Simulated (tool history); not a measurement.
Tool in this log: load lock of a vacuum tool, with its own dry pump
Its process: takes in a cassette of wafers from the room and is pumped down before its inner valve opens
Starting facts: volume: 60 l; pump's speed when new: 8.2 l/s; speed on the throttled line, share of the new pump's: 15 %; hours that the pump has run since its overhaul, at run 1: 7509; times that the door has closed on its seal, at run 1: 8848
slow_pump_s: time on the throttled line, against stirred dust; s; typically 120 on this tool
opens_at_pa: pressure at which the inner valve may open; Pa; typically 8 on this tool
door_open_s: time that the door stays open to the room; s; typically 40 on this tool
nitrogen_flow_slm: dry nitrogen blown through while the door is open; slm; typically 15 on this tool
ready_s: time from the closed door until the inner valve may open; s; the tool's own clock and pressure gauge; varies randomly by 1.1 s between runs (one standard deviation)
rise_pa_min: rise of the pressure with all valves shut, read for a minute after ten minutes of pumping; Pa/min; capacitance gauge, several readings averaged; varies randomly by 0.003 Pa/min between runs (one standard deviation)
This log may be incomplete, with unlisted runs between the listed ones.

run,hour,slow_pump_s,opens_at_pa,door_open_s,nitrogen_flow_slm,hours that the pump has run since its overhaul,times that the door has closed on its seal,"incoming humidity of the room's air, %",ready_s,rise_pa_min
1,0.0,120,8,40,15,7509,8848,50.7,176.6,0.025
2,88.5,120,8,40,15,7598,9124,38.7,177.2,0.022
3,171.6,89,8,40,15,7681,9384,45.4,151.2,0.028
4,257.8,120,8,40,15,7767,9654,45.0,174.7,0.028
5,348.7,120,8,40,15,7858,9938,44.1,175.9,0.028
6,405.2,120,8,40,15,7914,10114,41.7,177.1,0.031
7,469.7,120,8,40,15,7979,10316,43.8,176.6,0.028
8,553.1,120,8,40,15,8062,10576,48.1,179.0,0.031
9,602.1,120,8,40,15,8111,10730,44.8,178.1,0.030
10,690.9,120,8,40,21,8200,11007,45.8,177.1,0.027
11,774.0,120,8,40,21,8283,11267,44.7,178.0,0.027
12,867.6,120,7,40,21,8377,11559,45.4,177.8,0.029
13,961.0,120,8,40,12,8470,11851,44.6,177.1,0.028
14,1046.8,120,8,40,12,8556,12119,45.3,178.4,0.030
15,1097.0,120,8,40,9,8606,12276,45.0,177.4,0.033
16,1167.3,120,8,40,9,8677,12496,42.4,177.5,0.031
17,1270.4,120,8,40,9,8780,12818,45.0,179.1,0.033
18,1329.6,120,15,40,9,8839,13003,46.2,172.4,0.036
19,1393.1,120,15,40,9,8902,13202,47.1,171.3,0.034
20,1492.5,120,15,40,9,9002,13512,44.0,172.2,0.041
21,1595.9,120,7,40,9,9105,13836,48.0,178.7,0.038
22,1668.1,119,8,45,37,9177,14061,43.1,176.8,0.029
23,1720.3,119,11,45,9,9230,14224,46.3,173.9,0.037
24,1768.2,84,9,171,4,9277,14374,44.5,147.9,0.079
25,1831.8,147,13,51,35,9341,14573,42.9,197.7,0.029
26,1875.9,140,8,40,7,9385,14711,43.0,195.4,0.036
27,1933.7,140,8,40,7,9443,14891,45.4,195.1,0.041
28,2019.8,140,8,40,7,9529,15160,44.7,194.3,0.042
29,2074.8,75,7,31,15,9584,15332,45.6,141.1,0.038
30,2146.5,82,7,40,15,9656,15556,47.2,145.1,0.040
31,2203.2,129,11,145,5,9712,15734,43.8,183.7,0.067
32,2290.0,151,11,152,5,9799,16005,46.4,198.0,0.073
33,2357.2,120,7,40,25,9866,16215,44.7,179.8,0.043
34,2428.5,157,9,41,15,9938,16438,46.7,206.5,0.036
35,2523.2,157,9,41,15,10032,16734,46.9,203.8,0.044
36,2617.7,190,8,40,15,10127,17029,46.8,236.9,0.041
37,2683.6,198,6,36,12,10193,17235,46.4,246.9,0.037

Alternative continuations, all from the tool just after run 37; predict every row:
A,2747.5,198,6,36,12,10257,17435,43.8,?,?
B,2747.5,150,8,74,12,10257,17435,46.2,?,?
C,2747.5,120,6,40,23,10257,17435,45.7,?,?

run,ready_s,rise_pa_min
A,246.9,0.043
B,203.8,0.044
C,179.5,0.034
Without the tool's unlogged condition, the same runs would have read:
run,ready_s,rise_pa_min
A,242.2,0.017
B,198.7,0.018
C,173.8,0.007

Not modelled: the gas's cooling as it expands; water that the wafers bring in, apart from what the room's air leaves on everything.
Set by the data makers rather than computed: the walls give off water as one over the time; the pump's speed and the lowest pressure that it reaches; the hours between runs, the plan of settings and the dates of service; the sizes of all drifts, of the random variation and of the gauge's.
